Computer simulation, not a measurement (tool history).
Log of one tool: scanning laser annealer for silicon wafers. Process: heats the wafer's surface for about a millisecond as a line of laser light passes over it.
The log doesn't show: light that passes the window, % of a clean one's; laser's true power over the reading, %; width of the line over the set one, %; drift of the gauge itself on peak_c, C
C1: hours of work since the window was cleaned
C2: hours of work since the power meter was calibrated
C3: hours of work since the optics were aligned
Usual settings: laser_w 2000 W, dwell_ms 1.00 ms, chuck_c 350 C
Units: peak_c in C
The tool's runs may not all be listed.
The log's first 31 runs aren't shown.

{"run": 32, "hour": 1952.4, "laser_w": 2023, "dwell_ms": 0.71, "chuck_c": 327, "C1": 683, "C2": 1713, "C3": 200, "peak_c": 1006}
{"run": 33, "hour": 2003.2, "laser_w": 2000, "dwell_ms": 1.0, "chuck_c": 316, "C1": 706, "C2": 1736, "C3": 223, "peak_c": 1110}
{"run": 34, "hour": 2062.5, "laser_w": 2000, "dwell_ms": 1.0, "chuck_c": 316, "C1": 733, "C2": 1763, "C3": 250, "peak_c": 1107}
{"run": 35, "hour": 2114.4, "laser_w": 2000, "dwell_ms": 1.0, "chuck_c": 316, "C1": 756, "C2": 1787, "C3": 273, "peak_c": 1106}
{"run": 36, "hour": 2155.1, "laser_w": 2000, "dwell_ms": 1.0, "chuck_c": 316, "C1": 775, "C2": 1805, "C3": 292, "peak_c": 1103}
{"run": 37, "hour": 2204.5, "laser_w": 2000, "dwell_ms": 1.0, "chuck_c": 316, "C1": 797, "C2": 1828, "C3": 314, "peak_c": 1103}
{"run": 38, "hour": 2289.2, "laser_w": 1877, "dwell_ms": 0.73, "chuck_c": 350, "C1": 836, "C2": 1866, "C3": 353, "peak_c": 969}
{"run": 39, "hour": 2331.7, "laser_w": 1877, "dwell_ms": 0.73, "chuck_c": 350, "C1": 855, "C2": 1885, "C3": 372, "peak_c": 969}
{"hour": 2382.0, "done": "window over the wafer cleaned"}
{"run": 40, "hour": 2410.6, "laser_w": 2000, "dwell_ms": 0.77, "chuck_c": 350, "C1": 13, "C2": 1920, "C3": 407, "peak_c": 1083}

3 ways to go on from here, each from the tool as it stands after run 40. What would each give?
{"run": "A", "hour": 2470.4, "laser_w": 2000, "dwell_ms": 1.12, "chuck_c": 380, "C1": 40, "C2": 1947, "C3": 434, "peak_c": "?"}
{"run": "B", "hour": 2470.4, "laser_w": 1846, "dwell_ms": 0.77, "chuck_c": 319, "C1": 40, "C2": 1947, "C3": 434, "peak_c": "?"}
{"run": "C", "hour": 2470.4, "laser_w": 2191, "dwell_ms": 0.7, "chuck_c": 381, "C1": 40, "C2": 1947, "C3": 434, "peak_c": "?"}

run=A peak_c=1258
run=B peak_c=983
run=C peak_c=1161
Without the tool's hidden state the same runs would have given:
run=A peak_c=1271
run=B peak_c=993
run=C peak_c=1173

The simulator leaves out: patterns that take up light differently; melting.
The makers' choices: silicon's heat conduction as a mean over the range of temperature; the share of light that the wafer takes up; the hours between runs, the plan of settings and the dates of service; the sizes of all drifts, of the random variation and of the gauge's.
